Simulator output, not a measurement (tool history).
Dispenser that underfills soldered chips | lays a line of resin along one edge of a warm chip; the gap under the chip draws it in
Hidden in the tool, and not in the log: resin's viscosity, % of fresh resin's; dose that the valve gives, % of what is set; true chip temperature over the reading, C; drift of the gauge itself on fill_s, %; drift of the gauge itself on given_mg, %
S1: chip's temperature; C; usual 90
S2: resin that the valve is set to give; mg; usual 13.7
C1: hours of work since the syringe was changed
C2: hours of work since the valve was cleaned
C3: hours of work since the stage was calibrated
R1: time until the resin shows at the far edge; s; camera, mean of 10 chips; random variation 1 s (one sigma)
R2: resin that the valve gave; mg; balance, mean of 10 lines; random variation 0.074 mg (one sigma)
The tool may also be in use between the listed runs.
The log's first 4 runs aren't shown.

At day 1.246: new syringe of resin.
Run 5, day 1.383: usual settings but S1 95 C; C1 2; C2 91; C3 78. Result: R1 95.5 s, R2 12.59 mg.
Run 6, day 1.546: usual settings but S1 95 C; C1 5; C2 93; C3 80. Result: R1 119.6 s, R2 12.41 mg.
Run 7, day 1.842: usual settings but S2 11.7 mg; C1 9; C2 98; C3 85. Result: R1 220.2 s, R2 10.55 mg.
At day 1.900: new syringe of resin.
At day 2.075: dispensing valve cleaned and set on the balance.
Run 8, day 2.150: usual settings but S2 13.8 mg; C1 3; C2 1; C3 89. Result: R1 129.0 s, R2 13.64 mg.
Run 9, day 2.450: usual settings but S2 13.8 mg; C1 8; C2 6; C3 94. Result: R1 189.3 s, R2 13.60 mg.
At day 2.588: new syringe of resin.
Run 10, day 2.750: usual settings but S2 13.5 mg; C1 3; C2 10; C3 98. Result: R1 122.0 s, R2 13.35 mg.
Run 11, day 3.079: usual settings; C1 8; C2 15; C3 103. Result: R1 186.7 s, R2 13.55 mg.
At day 3.229: new syringe of resin.
Run 12, day 3.325: usual settings but S2 16.8 mg; C1 1; C2 19; C3 107. Result: R1 113.0 s, R2 16.55 mg.
Run 13, day 3.658: usual settings but S2 13.3 mg; C1 7; C2 24; C3 112. Result: R1 174.9 s, R2 12.91 mg.
At day 3.875: new syringe of resin.
Run 14, day 3.933: usual settings but S2 13.3 mg; C1 1; C2 28; C3 116. Result: R1 111.3 s, R2 12.94 mg.
Run 15, day 4.100: usual settings but S2 13.3 mg; C1 3; C2 31; C3 118. Result: R1 136.7 s, R2 13.00 mg.
Run 16, day 4.412: usual settings but S1 98 C, S2 13.3 mg; C1 8; C2 36; C3 123. Result: R1 144.5 s, R2 12.90 mg.
At day 4.529: new syringe of resin.
Run 17, day 4.642: usual settings but S1 97 C, S2 14.4 mg; C1 2; C2 39; C3 127. Result: R1 87.4 s, R2 13.84 mg.

The next listed run, before its measurement:
Run 18, day 4.992: usual settings but S1 97 C, S2 14.4 mg; C1 7; C2 44; C3 132. Result: R1 ?, R2 ?.

Run 18 gave R1 140.3 s, R2 13.89 mg.
Without the tool's hidden state the same run would have given R1 73.1 s, R2 14.48 mg.

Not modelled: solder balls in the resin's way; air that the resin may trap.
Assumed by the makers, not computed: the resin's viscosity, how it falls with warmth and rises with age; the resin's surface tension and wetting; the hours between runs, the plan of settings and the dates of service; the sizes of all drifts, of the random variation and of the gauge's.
